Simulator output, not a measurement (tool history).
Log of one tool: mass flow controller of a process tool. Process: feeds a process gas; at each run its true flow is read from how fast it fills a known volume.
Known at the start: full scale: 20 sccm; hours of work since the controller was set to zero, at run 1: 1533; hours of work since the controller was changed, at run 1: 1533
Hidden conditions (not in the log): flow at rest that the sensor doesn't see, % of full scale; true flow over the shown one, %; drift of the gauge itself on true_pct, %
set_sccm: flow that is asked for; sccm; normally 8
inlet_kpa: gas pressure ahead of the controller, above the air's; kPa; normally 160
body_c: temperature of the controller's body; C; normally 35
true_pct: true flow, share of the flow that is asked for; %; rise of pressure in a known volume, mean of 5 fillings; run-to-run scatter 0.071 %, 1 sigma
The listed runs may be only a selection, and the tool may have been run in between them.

run,hour,set_sccm,inlet_kpa,body_c,hours of work since the controller was set to zero,hours of work since the controller was changed,true_pct
1,0.0,8,160,35,1533,1533,100.56
2,345.1,8,160,35,1804,1804,100.52
3,552.3,8,160,35,1967,1967,100.65
4,848.8,8,160,35,2201,2201,100.60
5,1185.7,8,160,35,2466,2466,100.66
6,1448.7,8,257,35,2673,2673,100.39
7,1849.9,8,257,35,2989,2989,100.41
8,2108.9,8,160,35,3193,3193,100.71
9,2367.9,8,160,35,3397,3397,100.84
10,2629.8,8,160,35,3603,3603,100.80
11,2859.1,8,160,24,3784,3784,99.97
12,3189.9,8,160,24,4044,4044,100.03
13,3590.5,8,160,35,4359,4359,101.08
14,3817.7,8,160,35,4538,4538,100.92
15,4067.5,8,160,35,4735,4735,101.05
16,4527.8,8,160,35,5097,5097,101.09
17,4732.9,8,160,35,5259,5259,101.04
18,5002.9,8,160,22,5471,5471,100.02
19,5230.7,8,160,30,5651,5651,100.78
20,5649.0,8,160,30,5980,5980,100.68
21,5866.8,8,160,30,6151,6151,100.73
22,6193.6,3,160,35,6409,6409,101.05
23,6629.5,8,241,35,6752,6752,101.00
24,7089.8,8,241,35,7114,7114,101.08
25,7332.1,8,241,35,7305,7305,101.27
26,7666.1,12,191,21,7568,7568,100.24
27,7973.8,2,254,35,7810,7810,100.89
# hour 8024.5: controller's zero set anew
28,8420.7,2,254,35,312,8162,101.04
29,8637.9,2,254,35,483,8333,101.12
# hour 8971.3: controller exchanged for a calibrated one
30,9078.1,8,243,40,84,84,101.79
31,9336.0,6,274,35,287,287,101.39
32,9748.6,6,274,35,612,612,101.25
# hour 9940.9: gauge calibrated
33,10185.6,2,172,35,956,956,100.27
34,10516.5,13,167,22,1216,1216,99.69
35,10728.4,13,167,22,1383,1383,99.73
36,11166.3,19,269,22,1728,1728,99.74
37,11501.8,12,269,32,1992,1992,100.14
38,11887.8,14,269,32,2296,2296,100.41
39,12305.3,8,269,20,2625,2625,99.21
40,12745.9,8,168,24,2972,2972,100.05
41,13189.4,8,168,24,3321,3321,99.94
42,13519.0,6,160,35,3580,3580,100.89
43,13763.4,5,221,39,3773,3773,101.12
44,14007.4,15,221,29,3965,3965,100.46
45,14230.7,15,221,29,4141,4141,100.74

Consider 3 possible next runs. They are alternatives, not a sequence: every one starts from the tool as it was left by run 45. What does each give?
A,14440.7,15,221,35,4306,4306,?
B,14440.7,4,160,35,4306,4306,?
C,14440.7,4,210,29,4306,4306,?

run,true_pct
A,100.98
B,100.95
C,100.34
Without the tool's hidden state the same runs would have given:
run,true_pct
A,100.45
B,100.43
C,99.82
